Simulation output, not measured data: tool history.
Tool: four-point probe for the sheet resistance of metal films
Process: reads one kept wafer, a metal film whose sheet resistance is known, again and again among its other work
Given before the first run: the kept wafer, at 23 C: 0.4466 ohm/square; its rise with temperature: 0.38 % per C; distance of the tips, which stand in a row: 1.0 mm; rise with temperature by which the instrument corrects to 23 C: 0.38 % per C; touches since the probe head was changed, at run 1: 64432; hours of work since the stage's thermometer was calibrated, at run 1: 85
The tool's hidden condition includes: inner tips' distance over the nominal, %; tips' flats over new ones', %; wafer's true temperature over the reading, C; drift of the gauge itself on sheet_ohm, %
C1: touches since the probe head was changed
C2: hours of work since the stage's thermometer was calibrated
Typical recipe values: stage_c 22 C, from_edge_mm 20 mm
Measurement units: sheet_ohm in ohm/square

{"run": 1, "day": 0.0, "stage_c": 22, "from_edge_mm": 20, "C1": 64432, "C2": 85, "sheet_ohm": 0.446351}
{"run": 2, "day": 1.288, "stage_c": 22, "from_edge_mm": 20, "C1": 65645, "C2": 106, "sheet_ohm": 0.44638}
{"run": 3, "day": 2.992, "stage_c": 22, "from_edge_mm": 20, "C1": 67252, "C2": 134, "sheet_ohm": 0.446291}
{"run": 4, "day": 4.883, "stage_c": 22, "from_edge_mm": 20, "C1": 69036, "C2": 166, "sheet_ohm": 0.446224}
{"run": 5, "day": 6.692, "stage_c": 22, "from_edge_mm": 20, "C1": 70741, "C2": 195, "sheet_ohm": 0.445973}
{"run": 6, "day": 8.217, "stage_c": 22, "from_edge_mm": 20, "C1": 72180, "C2": 221, "sheet_ohm": 0.445855}
{"run": 7, "day": 9.112, "stage_c": 22, "from_edge_mm": 20, "C1": 73022, "C2": 235, "sheet_ohm": 0.44596}
{"run": 8, "day": 11.2, "stage_c": 22, "from_edge_mm": 20, "C1": 74991, "C2": 270, "sheet_ohm": 0.445993}
{"run": 9, "day": 13.258, "stage_c": 22, "from_edge_mm": 20, "C1": 76932, "C2": 304, "sheet_ohm": 0.445851}
{"run": 10, "day": 14.292, "stage_c": 22, "from_edge_mm": 20, "C1": 77906, "C2": 321, "sheet_ohm": 0.445835}
{"run": 11, "day": 16.375, "stage_c": 22, "from_edge_mm": 20, "C1": 79869, "C2": 355, "sheet_ohm": 0.445831}
{"run": 12, "day": 17.608, "stage_c": 22, "from_edge_mm": 20, "C1": 81034, "C2": 376, "sheet_ohm": 0.445715}
{"run": 13, "day": 18.533, "stage_c": 22, "from_edge_mm": 20, "C1": 81904, "C2": 391, "sheet_ohm": 0.445694}
{"run": 14, "day": 19.538, "stage_c": 22, "from_edge_mm": 20, "C1": 82852, "C2": 407, "sheet_ohm": 0.445742}
{"run": 15, "day": 21.458, "stage_c": 22, "from_edge_mm": 20, "C1": 84662, "C2": 439, "sheet_ohm": 0.445795}
{"run": 16, "day": 22.879, "stage_c": 22, "from_edge_mm": 20, "C1": 86000, "C2": 462, "sheet_ohm": 0.445733}
{"run": 17, "day": 24.008, "stage_c": 20, "from_edge_mm": 4, "C1": 87067, "C2": 481, "sheet_ohm": 0.45942}
{"run": 18, "day": 25.096, "stage_c": 22, "from_edge_mm": 5, "C1": 88091, "C2": 499, "sheet_ohm": 0.454354}
{"run": 19, "day": 26.05, "stage_c": 29, "from_edge_mm": 27, "C1": 88992, "C2": 515, "sheet_ohm": 0.445153}
{"run": 20, "day": 27.358, "stage_c": 19, "from_edge_mm": 29, "C1": 90223, "C2": 536, "sheet_ohm": 0.4452}
{"run": 21, "day": 28.55, "stage_c": 30, "from_edge_mm": 10, "C1": 91347, "C2": 556, "sheet_ohm": 0.447346}
{"run": 22, "day": 30.679, "stage_c": 26, "from_edge_mm": 26, "C1": 93357, "C2": 591, "sheet_ohm": 0.445026}
{"run": 23, "day": 32.35, "stage_c": 19, "from_edge_mm": 73, "C1": 94929, "C2": 619, "sheet_ohm": 0.444731}
{"day": 33.625, "done": "new probe head fitted"}
{"run": 24, "day": 34.508, "stage_c": 20, "from_edge_mm": 3, "C1": 830, "C2": 654, "sheet_ohm": 0.475028}
{"run": 25, "day": 36.238, "stage_c": 20, "from_edge_mm": 3, "C1": 2463, "C2": 682, "sheet_ohm": 0.475054}

Forecast run 26:
{"run": 26, "day": 37.983, "stage_c": 26, "from_edge_mm": 20, "C1": 4109, "C2": 711, "sheet_ohm": "?"}

sheet_ohm: 0.450176 ohm/square
Were there no unlogged condition in the tool, this run, its random variation unchanged, would have produced sheet_ohm 0.447127 ohm/square.
